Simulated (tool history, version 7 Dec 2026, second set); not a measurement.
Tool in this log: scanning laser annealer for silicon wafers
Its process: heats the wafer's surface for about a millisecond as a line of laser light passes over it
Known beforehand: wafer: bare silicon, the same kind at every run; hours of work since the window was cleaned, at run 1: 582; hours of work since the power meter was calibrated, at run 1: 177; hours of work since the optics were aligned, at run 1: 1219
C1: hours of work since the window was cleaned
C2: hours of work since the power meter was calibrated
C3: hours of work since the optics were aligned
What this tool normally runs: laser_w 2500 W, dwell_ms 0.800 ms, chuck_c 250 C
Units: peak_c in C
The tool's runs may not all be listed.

{"run": 1, "hour": 0.0, "laser_w": 2500, "dwell_ms": 0.8, "chuck_c": 250, "C1": 582, "C2": 177, "C3": 1219, "peak_c": 994}
{"run": 2, "hour": 22.6, "laser_w": 2500, "dwell_ms": 0.8, "chuck_c": 250, "C1": 594, "C2": 189, "C3": 1231, "peak_c": 992}
{"run": 3, "hour": 59.0, "laser_w": 2500, "dwell_ms": 0.8, "chuck_c": 250, "C1": 614, "C2": 209, "C3": 1251, "peak_c": 991}
{"run": 4, "hour": 80.5, "laser_w": 2500, "dwell_ms": 0.8, "chuck_c": 250, "C1": 626, "C2": 220, "C3": 1262, "peak_c": 991}
{"run": 5, "hour": 98.7, "laser_w": 2500, "dwell_ms": 0.8, "chuck_c": 250, "C1": 635, "C2": 230, "C3": 1272, "peak_c": 987}
{"run": 6, "hour": 117.3, "laser_w": 2500, "dwell_ms": 0.8, "chuck_c": 250, "C1": 645, "C2": 240, "C3": 1282, "peak_c": 990}
{"run": 7, "hour": 147.1, "laser_w": 2500, "dwell_ms": 0.8, "chuck_c": 250, "C1": 662, "C2": 256, "C3": 1298, "peak_c": 987}
{"run": 8, "hour": 164.7, "laser_w": 2500, "dwell_ms": 0.8, "chuck_c": 250, "C1": 671, "C2": 266, "C3": 1308, "peak_c": 992}
{"run": 9, "hour": 185.6, "laser_w": 2710, "dwell_ms": 0.86, "chuck_c": 260, "C1": 682, "C2": 277, "C3": 1319, "peak_c": 1102}
{"run": 10, "hour": 221.4, "laser_w": 2739, "dwell_ms": 0.743, "chuck_c": 260, "C1": 702, "C2": 297, "C3": 1339, "peak_c": 1065}

For run 11, what comes out?
{"run": 11, "hour": 258.4, "laser_w": 2739, "dwell_ms": 0.743, "chuck_c": 260, "C1": 722, "C2": 317, "C3": 1359, "peak_c": "?"}

{"run 11": {"peak_c": 1064}}
With no hidden state in the tool, this same run would have given peak_c 1115 C.

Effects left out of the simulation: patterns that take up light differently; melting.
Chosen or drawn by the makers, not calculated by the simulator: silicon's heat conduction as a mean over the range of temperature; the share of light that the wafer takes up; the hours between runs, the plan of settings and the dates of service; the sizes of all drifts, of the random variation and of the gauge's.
